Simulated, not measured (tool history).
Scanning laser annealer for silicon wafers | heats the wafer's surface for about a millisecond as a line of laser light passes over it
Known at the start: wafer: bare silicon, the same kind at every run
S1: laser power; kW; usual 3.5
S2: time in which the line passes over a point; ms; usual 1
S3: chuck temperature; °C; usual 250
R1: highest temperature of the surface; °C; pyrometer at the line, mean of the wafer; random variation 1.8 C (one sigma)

Run 1, hour 0: usual settings. Result: R1 987 °C.
Run 2, hour 46.1: usual settings. Result: R1 981 °C.
Run 3, hour 81.5: usual settings. Result: R1 979 °C.
Run 4, hour 103: usual settings but S2 1.07 ms. Result: R1 998 °C.
Run 5, hour 139: usual settings. Result: R1 973 °C.
Run 6, hour 187.4: usual settings. Result: R1 971 °C.
Run 7, hour 223.3: usual settings. Result: R1 970 °C.
Run 8, hour 247.1: usual settings. Result: R1 965 °C.
Run 9, hour 282.3: usual settings. Result: R1 962 °C.
Run 10, hour 327.3: usual settings. Result: R1 960 °C.
Run 11, hour 375.2: usual settings. Result: R1 959 °C.
Run 12, hour 401.8: usual settings. Result: R1 958 °C.
Run 13, hour 441.6: usual settings but S2 0.94 ms. Result: R1 930 °C.
Run 14, hour 477.2: usual settings but S2 0.94 ms. Result: R1 931 °C.
Run 15, hour 508.2: usual settings but S2 0.94 ms. Result: R1 927 °C.
Run 16, hour 539.5: usual settings but S2 1.11 ms. Result: R1 975 °C.
Run 17, hour 565.9: usual settings but S1 3.42 kW. Result: R1 926 °C.
Run 18, hour 600: usual settings. Result: R1 941 °C.
Run 19, hour 623.7: usual settings. Result: R1 939 °C.
Run 20, hour 669.6: usual settings. Result: R1 979 °C.
Run 21, hour 692.1: usual settings. Result: R1 975 °C.
Run 22, hour 718.8: usual settings but S1 3.577 kW. Result: R1 994 °C.
Run 23, hour 740.9: usual settings but S1 3.297 kW, S2 0.77 ms, S3 265 °C. Result: R1 863 °C.
Run 24, hour 789.5: usual settings but S1 3.297 kW, S2 0.77 ms, S3 265 °C. Result: R1 858 °C.
Run 25, hour 830.5: usual settings but S1 3.297 kW, S2 0.77 ms, S3 265 °C. Result: R1 857 °C.
Run 26, hour 859.5: usual settings but S1 3.534 kW, S2 1.07 ms, S3 229 °C. Result: R1 971 °C.
Run 27, hour 900.5: usual settings but S1 3.011 kW, S2 1.01 ms. Result: R1 848 °C.
Run 28, hour 928.8: usual settings but S1 3.047 kW, S2 0.95 ms. Result: R1 837 °C.
Run 29, hour 977.1: usual settings but S1 3.047 kW, S2 0.95 ms. Result: R1 835 °C.
Run 30, hour 1006.9: usual settings but S1 3.247 kW, S2 1.09 ms, S3 233 °C. Result: R1 900 °C.
Run 31, hour 1047.6: usual settings but S1 3.247 kW, S2 1.09 ms, S3 233 °C. Result: R1 896 °C.
Run 32, hour 1084.9: usual settings but S1 3.252 kW. Result: R1 888 °C.
Run 33, hour 1123.5: usual settings but S3 218 °C. Result: R1 911 °C.
Run 34, hour 1148: usual settings but S1 3.163 kW, S2 1.17 ms, S3 222 °C. Result: R1 879 °C.
Run 35, hour 1187.7: usual settings but S1 3.163 kW, S2 0.85 ms, S3 239 °C. Result: R1 807 °C.
Run 36, hour 1227.9: usual settings but S1 3.667 kW, S2 0.83 ms, S3 274 °C. Result: R1 942 °C.
Run 37, hour 1258.8: usual settings but S3 269 °C. Result: R1 955 °C.
Run 38, hour 1286.8: usual settings but S2 1.09 ms, S3 269 °C. Result: R1 1017 °C.
Run 39, hour 1313: usual settings but S1 3.487 kW, S3 289 °C. Result: R1 1008 °C.
Run 40, hour 1353: usual settings but S1 3.487 kW, S3 289 °C. Result: R1 1002 °C.
Run 41, hour 1373.1: usual settings but S1 3.124 kW, S2 1.03 ms, S3 271 °C. Result: R1 906 °C.
Run 42, hour 1393.9: usual settings but S1 3.465 kW, S2 0.77 ms, S3 247 °C. Result: R1 873 °C.

Not shown: 2 entries that the log had between the listed runs. Between which runs, and how does the tool's hidden state differ before and after?
Between runs 19 and 20: window over the wafer cleaned (hour 643)
  light that passes the window, % of a clean one's: 95.44 -> 99.73; laser's true power over the reading, %: -0.06 -> -0.07; width of the line over the set one, %: 0.93 -> 0.99
  measured less the result without the state, R1: -45 -> -8 °C
Between runs 37 and 38: window over the wafer cleaned (hour 1286.7)
  light that passes the window, % of a clean one's: 95.52 -> 99.96; laser's true power over the reading, %: -0.2 -> -0.21; width of the line over the set one, %: 1.73 -> 1.76
  measured less the result without the state, R1: -49 -> -12 °C
